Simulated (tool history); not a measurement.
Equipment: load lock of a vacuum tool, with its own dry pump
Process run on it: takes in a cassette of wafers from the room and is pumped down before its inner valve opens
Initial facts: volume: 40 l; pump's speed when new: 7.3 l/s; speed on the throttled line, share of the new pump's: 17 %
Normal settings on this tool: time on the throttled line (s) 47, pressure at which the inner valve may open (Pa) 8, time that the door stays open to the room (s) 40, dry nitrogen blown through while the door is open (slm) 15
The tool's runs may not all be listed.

| run | hour | time on the throttled line (s) | pressure at which the inner valve may open (Pa) | time that the door stays open to the room (s) | dry nitrogen blown through while the door is open (slm) | incoming humidity of the room's air, % | time from the closed door until the inner valve may open (s) | rise of the pressure with all valves shut (Pa/min) |
|---|---|---|---|---|---|---|---|---|
| 1 | 0.0 | 47 | 8 | 40 | 15 | 43.9 | 94.4 | 0.125 |
| 2 | 302.8 | 47 | 8 | 40 | 15 | 44.9 | 93.9 | 0.141 |
| 3 | 636.8 | 47 | 8 | 40 | 15 | 41.5 | 94.8 | 0.152 |
| 4 | 921.6 | 47 | 8 | 40 | 15 | 47.3 | 95.2 | 0.164 |
| 5 | 1377.4 | 47 | 8 | 40 | 15 | 46.2 | 96.2 | 0.178 |
| 6 | 1854.9 | 47 | 8 | 60 | 12 | 42.7 | 96.4 | 0.211 |
| 7 | 2376.1 | 79 | 9 | 176 | 39 | 48.7 | 122.6 | 0.234 |
| 8 | 2874.1 | 47 | 8 | 228 | 8 | 45.5 | 99.1 | 0.318 |
| 9 | 3415.1 | 64 | 7 | 40 | 5 | 43.1 | 114.2 | 0.298 |
| 10 | 3790.8 | 47 | 11 | 40 | 9 | 47.6 | 98.8 | 0.315 |

Branching from run 10: 5 alternative next runs. What would each branch give?
| A | 4095.0 | 47 | 14 | 40 | 15 | 41.2 | ? | ? |
| B | 4095.0 | 27 | 8 | 130 | 4 | 44.3 | ? | ? |
| C | 4095.0 | 47 | 7 | 40 | 15 | 44.0 | ? | ? |
| D | 4095.0 | 37 | 8 | 43 | 27 | 42.0 | ? | ? |
| E | 4095.0 | 53 | 11 | 38 | 9 | 42.6 | ? | ? |

| run | time from the closed door until the inner valve may open (s) | rise of the pressure with all valves shut (Pa/min) |
|---|---|---|
| A | 95.9 | 0.324 |
| B | 85.3 | 0.380 |
| C | 102.0 | 0.323 |
| D | 92.2 | 0.316 |
| E | 103.0 | 0.324 |
Take away the tool's hidden state, keep each run's random variation, and the runs would have read:
| run | time from the closed door until the inner valve may open (s) | rise of the pressure with all valves shut (Pa/min) |
|---|---|---|
| A | 87.3 | 0.030 |
| B | 75.2 | 0.089 |
| C | 92.4 | 0.030 |
| D | 82.5 | 0.018 |
| E | 94.3 | 0.035 |
